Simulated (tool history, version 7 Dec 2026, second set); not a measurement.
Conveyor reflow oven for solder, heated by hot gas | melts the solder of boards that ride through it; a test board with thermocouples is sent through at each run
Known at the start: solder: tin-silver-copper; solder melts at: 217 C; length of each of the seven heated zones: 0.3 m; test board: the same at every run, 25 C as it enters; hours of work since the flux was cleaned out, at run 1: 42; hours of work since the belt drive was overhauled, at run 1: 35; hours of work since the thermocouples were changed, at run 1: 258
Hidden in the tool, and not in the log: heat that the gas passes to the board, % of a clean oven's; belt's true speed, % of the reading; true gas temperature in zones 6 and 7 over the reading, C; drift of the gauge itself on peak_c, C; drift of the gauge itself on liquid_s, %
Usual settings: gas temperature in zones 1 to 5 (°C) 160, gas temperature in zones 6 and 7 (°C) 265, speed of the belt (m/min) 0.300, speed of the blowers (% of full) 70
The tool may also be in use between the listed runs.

run	hour	gas temperature in zones 1 to 5 (°C)	gas temperature in zones 6 and 7 (°C)	speed of the belt (m/min)	speed of the blowers (% of full)	hours of work since the flux was cleaned out	hours of work since the belt drive was overhauled	hours of work since the thermocouples were changed	highest temperature of the board (°C)	time above the solder's melting point (s)
1	0.0	160	265	0.300	70	42	35	258	250.8	81.9
2	4.8	160	265	0.300	70	45	38	260	251.3	82.2
3	12.9	160	265	0.300	70	49	43	265	250.8	82.1
4	21.3	160	265	0.300	70	54	47	269	250.9	82.8
5	29.1	160	265	0.300	70	58	51	274	250.4	82.5
6	34.2	160	265	0.300	70	61	54	276	250.5	82.5
7	42.5	160	265	0.300	70	66	59	281	250.5	82.2
8	46.9	160	265	0.300	70	68	61	283	249.8	82.3
9	53.1	160	265	0.300	70	71	65	287	249.9	82.1
10	61.5	152	265	0.300	70	76	69	291	249.3	77.5
11	67.0	148	265	0.300	76	79	72	294	249.9	77.4
12	75.8	165	265	0.288	70	84	77	299	252.0	90.8
13	83.1	165	265	0.288	70	88	81	303	252.0	90.7
14	87.0	165	265	0.288	70	90	83	305	252.1	90.4
15	95.8	165	265	0.288	70	95	88	310	251.9	91.0
16	103.4	167	270	0.300	70	99	92	315	255.5	91.1
17	110.1	167	270	0.300	70	103	96	318	255.3	91.3
18	117.0	161	265	0.359	70	107	100	322	244.3	59.4

Forecast each of these 3 alternatives for the next run:
A	124.5	160	265	0.300	87	111	104	326	?	?
B	124.5	152	265	0.300	84	111	104	326	?	?
C	124.5	163	266	0.359	80	111	104	326	?	?

run	highest temperature of the board (°C)	time above the solder's melting point (s)
A	254.0	86.4
B	251.7	82.1
C	248.0	65.1
Without the tool's hidden state the same runs would have given:
run	highest temperature of the board (°C)	time above the solder's melting point (s)
A	256.0	89.0
B	253.8	84.9
C	250.3	67.9

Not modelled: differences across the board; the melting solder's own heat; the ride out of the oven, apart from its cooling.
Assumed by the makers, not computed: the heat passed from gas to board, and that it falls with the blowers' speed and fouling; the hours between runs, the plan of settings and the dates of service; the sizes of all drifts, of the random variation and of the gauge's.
